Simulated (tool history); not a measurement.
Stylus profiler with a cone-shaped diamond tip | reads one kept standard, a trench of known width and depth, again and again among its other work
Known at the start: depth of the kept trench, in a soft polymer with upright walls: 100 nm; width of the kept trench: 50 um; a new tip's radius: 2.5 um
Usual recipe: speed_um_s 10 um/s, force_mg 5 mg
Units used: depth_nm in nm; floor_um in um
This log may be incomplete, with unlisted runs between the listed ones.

run 1 day=0 | speed_um_s=10 force_mg=5 | depth_nm=101.56 floor_um=48.54
run 2 day=1.908 | speed_um_s=10 force_mg=5 | depth_nm=101.61 floor_um=48.49
run 3 day=4 | speed_um_s=10 force_mg=5 | depth_nm=101.55 floor_um=48.45
run 4 day=5.662 | speed_um_s=10 force_mg=5 | depth_nm=101.58 floor_um=48.47
run 5 day=7.246 | speed_um_s=10 force_mg=5 | depth_nm=101.53 floor_um=48.51
run 6 day=8.288 | speed_um_s=10 force_mg=5 | depth_nm=101.55 floor_um=48.57
run 7 day=9.812 | speed_um_s=10 force_mg=5 | depth_nm=101.52 floor_um=48.51
run 8 day=11.433 | speed_um_s=10 force_mg=5 | depth_nm=101.58 floor_um=48.48
run 9 day=12.954 | speed_um_s=10 force_mg=5 | depth_nm=101.53 floor_um=48.48
run 10 day=14.362 | speed_um_s=10 force_mg=5 | depth_nm=101.47 floor_um=48.46
run 11 day=16.088 | speed_um_s=10 force_mg=5 | depth_nm=101.49 floor_um=48.53
run 12 day=17.983 | speed_um_s=10 force_mg=5 | depth_nm=101.45 floor_um=48.39
run 13 day=19.746 | speed_um_s=10 force_mg=5 | depth_nm=101.5 floor_um=48.46
run 14 day=21.392 | speed_um_s=18 force_mg=5 | depth_nm=101.48 floor_um=48.38
run 15 day=23.642 | speed_um_s=18 force_mg=5 | depth_nm=101.53 floor_um=48.4
run 16 day=25.617 | speed_um_s=18 force_mg=5 | depth_nm=101.5 floor_um=48.34
run 17 day=26.946 | speed_um_s=10 force_mg=5 | depth_nm=101.52 floor_um=48.44
run 18 day=28.458 | speed_um_s=6 force_mg=5 | depth_nm=101.49 floor_um=48.45
run 19 day=30.575 | speed_um_s=6 force_mg=5 | depth_nm=101.47 floor_um=48.48
run 20 day=31.796 | speed_um_s=3 force_mg=5 | depth_nm=101.47 floor_um=48.43
run 21 day=33.083 | speed_um_s=10 force_mg=5 | depth_nm=101.45 floor_um=48.4
run 22 day=34.108 | speed_um_s=10 force_mg=5 | depth_nm=101.46 floor_um=48.43
run 23 day=35.608 | speed_um_s=10 force_mg=3.74 | depth_nm=101.16 floor_um=48.38
run 24 day=36.971 | speed_um_s=10 force_mg=14.1 | depth_nm=103.05 floor_um=48.37
run 25 day=38.65 | speed_um_s=10 force_mg=14.1 | depth_nm=103.04 floor_um=48.43
run 26 day=39.817 | speed_um_s=10 force_mg=3.82 | depth_nm=101.17 floor_um=48.37
run 27 day=41.292 | speed_um_s=23 force_mg=6.63 | depth_nm=101.75 floor_um=48.34
run 28 day=43.325 | speed_um_s=23 force_mg=6.63 | depth_nm=101.76 floor_um=48.35
run 29 day=45.046 | speed_um_s=23 force_mg=6.63 | depth_nm=101.79 floor_um=48.31
run 30 day=46.321 | speed_um_s=10 force_mg=14.24 | depth_nm=103.03 floor_um=48.41
run 31 day=47.554 | speed_um_s=10 force_mg=14.24 | depth_nm=103 floor_um=48.35
run 32 day=49.6 | speed_um_s=10 force_mg=1.69 | depth_nm=100.55 floor_um=48.36
run 33 day=51.758 | speed_um_s=3 force_mg=4.28 | depth_nm=101.24 floor_um=48.35
run 34 day=53.392 | speed_um_s=3 force_mg=4.28 | depth_nm=101.18 floor_um=48.34
run 35 day=55.208 | speed_um_s=7 force_mg=2.92 | depth_nm=100.9 floor_um=48.33
run 36 day=56.621 | speed_um_s=7 force_mg=2.92 | depth_nm=100.86 floor_um=48.34
run 37 day=58.646 | speed_um_s=11 force_mg=3.85 | depth_nm=101.15 floor_um=48.36
run 38 day=60.021 | speed_um_s=34 force_mg=6.45 | depth_nm=101.61 floor_um=48.26
run 39 day=61.808 | speed_um_s=34 force_mg=6.45 | depth_nm=101.7 floor_um=48.26
run 40 day=63.879 | speed_um_s=2 force_mg=7.52 | depth_nm=101.85 floor_um=48.34
run 41 day=65.15 | speed_um_s=26 force_mg=2.71 | depth_nm=100.79 floor_um=48.16
run 42 day=66.304 | speed_um_s=26 force_mg=2.71 | depth_nm=100.82 floor_um=48.21
run 43 day=67.229 | speed_um_s=26 force_mg=3.48 | depth_nm=100.97 floor_um=48.14
run 44 day=68.367 | speed_um_s=8 force_mg=1.76 | depth_nm=100.53 floor_um=48.24
run 45 day=69.558 | speed_um_s=23 force_mg=10.65 | depth_nm=102.34 floor_um=48.33
run 46 day=70.738 | speed_um_s=5 force_mg=5.27 | depth_nm=101.4 floor_um=48.38
-- day=72.721 height scale calibrated on a step standard
run 47 day=72.888 | speed_um_s=21 force_mg=4.86 | depth_nm=101.52 floor_um=48.23

Predict each of these 3 candidate next runs independently; none follows another, all start after run 47:
run A day=74.662 | speed_um_s=38 force_mg=5.96 | depth_nm=? floor_um=?
run B day=74.662 | speed_um_s=2 force_mg=9.27 | depth_nm=? floor_um=?
run C day=74.662 | speed_um_s=14 force_mg=3.64 | depth_nm=? floor_um=?

run=A depth_nm=101.68 floor_um=48.21
run=B depth_nm=102.33 floor_um=48.33
run=C depth_nm=101.22 floor_um=48.26
Without the tool's unlogged condition, the same runs would have read:
run=A depth_nm=101.74 floor_um=48.48
run=B depth_nm=102.39 floor_um=48.6
run=C depth_nm=101.28 floor_um=48.53
